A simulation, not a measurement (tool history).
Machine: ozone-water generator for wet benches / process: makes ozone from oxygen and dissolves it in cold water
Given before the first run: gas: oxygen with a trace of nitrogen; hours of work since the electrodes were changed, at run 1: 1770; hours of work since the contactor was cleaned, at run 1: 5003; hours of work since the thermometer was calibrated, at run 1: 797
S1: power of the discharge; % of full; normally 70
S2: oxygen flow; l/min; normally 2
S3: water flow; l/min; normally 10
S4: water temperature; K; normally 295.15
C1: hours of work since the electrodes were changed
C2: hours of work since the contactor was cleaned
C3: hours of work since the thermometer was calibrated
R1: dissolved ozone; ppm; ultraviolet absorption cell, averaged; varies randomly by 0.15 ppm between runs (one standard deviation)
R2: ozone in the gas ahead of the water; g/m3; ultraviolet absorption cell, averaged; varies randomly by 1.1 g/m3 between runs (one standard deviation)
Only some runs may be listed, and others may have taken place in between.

run    hour  S1    S2  S3      S4    C1    C2    C3    R1     R2
  1       0  70     2  10  295.15  1770  5003   797  18.2  197.5
  2   139.1  70     2  10  295.15  1893  5125   920  18.1  196.3
  3   296.7  70     2  10  295.15  2032  5264  1059  18.3  198.9
  4   390.1  70     2  10  295.15  2114  5347  1141  18.2  196.1
  5   479.1  70   2.7  10  295.15  2192  5425  1219    19  172.7
  6   634.7  70   2.7  10  295.15  2329  5562  1356    19  172.7
  7   736.5  70   2.7  10  295.15  2419  5652  1446  18.9  172.5
  8     914  70     2  10  295.15  2575  5808  1602  18.1  193.5
  9  1051.4  70     2  10  295.15  2696  5929  1723  17.9  195.1
 10  1198.4  70     2  10  295.15  2826  6058  1853  17.8  192.6
 11  1331.4  70     2  10  295.15  2943  6176  1970  17.8  193.1
 12  1493.1  70     2  10  295.15  3085  6318  2113  17.7  190.8
 13  1641.9  70     2  13  295.15  3216  6449  2244  14.6  190.9
 14  1752.9  70     2  13  295.15  3314  6547  2341  14.4  187.6
       1762  -- water thermometer calibrated
 15  1912.9  75     2  13  295.15  3455  6687   133    15    198
 16  2022.6  75     2  13  295.15  3551  6784   230  14.8  197.9
     2134.2  -- water thermometer calibrated, once more
 17  2153.3  70     2  10  295.15  3666  6899    17  17.5    190
 18  2305.9  70  2.59  14  288.15  3800  7033   151  15.5  167.7
 19    2417  98     2  10  301.15  3898  7131   249  19.3  229.4
 20  2543.8  70     2   8  289.15  4010  7242   361  21.9  186.3
 21  2677.5  70     2   8  289.15  4128  7360   478  22.2  184.5
 22  2844.9  70     2  10  295.15  4275  7508   626    17  186.9
 23  2972.3  58     2  10  290.15  4387  7620   738  16.3  166.3
 24  3152.9  58     2  10  290.15  4546  7779   897  16.2    165
 25    3237  58     2  10  290.15  4620  7853   971  16.3  167.3
 26  3393.9  63  2.36   6  288.15  4759  7991  1109  25.5  161.8
 27  3470.9  63  2.36   6  288.15  4826  8059  1177  25.7  162.4
 28  3646.7  70  1.88  10  292.15  4981  8214  1332  17.3  188.7
 29  3822.7  44  1.47   8  295.15  5136  8369  1487  14.2  157.8
 30  3989.4  44  1.47   8  295.15  5283  8516  1634  14.1  156.2
 31  4068.1  46  1.47   8  295.15  5352  8585  1703  14.6    162
 32  4163.9  46  1.47   8  295.15  5437  8669  1788  14.4    162
 33  4311.5  54  1.87   8  288.15  5567  8799  1918  18.3  160.4

What would each run have given without the hidden state, its run-to-run variation left as it was?
Hidden state present: yield of the discharge, % of new electrodes'; contactor's efficiency, % of a clean one's; true water temperature over the reading, C; drift of the gauge itself on ozone_ppm, %; drift of the gauge itself on gas_g_m3, %.
run    R1     R2
  1  19.3  204.5
  2  19.2  203.7
  3  19.5    207
  4  19.5  204.6
  5  20.4  180.5
  6  20.4    181
  7  20.4  181.2
  8  19.6  203.9
  9  19.4  206.2
 10  19.4  204.1
 11  19.5  205.2
 12  19.5  203.4
 13  16.1  204.2
 14  15.9  201.1
 15  16.7  213.6
 16  16.6    214
 17  19.5  205.4
 18  17.3  181.8
 19  22.1  253.7
 20  24.5    203
 21    25  201.5
 22  19.3  204.9
 23  18.3  180.7
 24  18.2    180
 25  18.4  182.7
 26  28.8  178.1
 27  29.1    179
 28    20  210.3
 29  15.8    171
 30  15.9  169.8
 31  16.5  176.8
 32  16.3    177
 33    21  177.8
